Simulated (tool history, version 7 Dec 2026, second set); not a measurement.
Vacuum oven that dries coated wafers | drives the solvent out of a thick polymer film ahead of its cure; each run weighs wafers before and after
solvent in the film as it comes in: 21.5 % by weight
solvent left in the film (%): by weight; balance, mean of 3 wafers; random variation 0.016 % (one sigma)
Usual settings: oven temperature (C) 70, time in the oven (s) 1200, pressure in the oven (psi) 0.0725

run,hour,oven temperature (C),time in the oven (s),pressure in the oven (psi),solvent left in the film (%)
1,0.0,70,1200,0.0725,1.09
2,28.9,70,1200,0.0397,0.98
3,56.5,70,1200,0.0397,0.95
4,79.4,70,1200,0.0397,0.96
5,114.6,70,1200,0.0397,0.96
6,130.6,70,660,0.0725,3.42
7,149.9,70,660,0.0725,3.42
8,185.8,70,900,0.0725,1.98
9,210.3,70,900,0.0725,1.93
10,240.0,70,1200,0.0725,1.06
11,268.8,70,1200,0.0725,1.06
12,303.6,70,1200,0.0725,1.06
13,325.2,64,1200,0.0725,2.94
14,356.7,64,1200,0.0725,2.93
15,372.7,64,1200,0.0725,2.91
16,393.4,64,1200,0.0725,2.92
17,410.0,68,1500,0.0464,0.86
18,444.5,70,1260,0.0725,0.97
19,461.5,70,1800,0.0535,0.42
20,477.8,77,720,0.0396,0.78
21,512.0,75,1320,0.1600,0.68
22,537.9,76,1320,0.2241,0.78
# hour 544.8: oven's thermocouples calibrated
23,573.4,74,1200,0.0573,0.57
24,605.8,74,1200,0.0573,0.58
25,639.6,71,1200,0.0773,1.09
26,675.5,69,780,0.0753,3.31
27,712.3,69,780,0.0753,3.30
28,740.6,60,1200,0.1427,5.58

Forecast each of these 3 alternatives for the next run:
A,763.5,83,660,0.1539,?
B,763.5,60,960,0.1427,?
C,763.5,70,1020,0.0725,?

run,solvent left in the film (%)
A,0.58
B,6.96
C,1.73
Without the tool's hidden state the same runs would have given:
run,solvent left in the film (%)
A,0.55
B,6.93
C,1.69
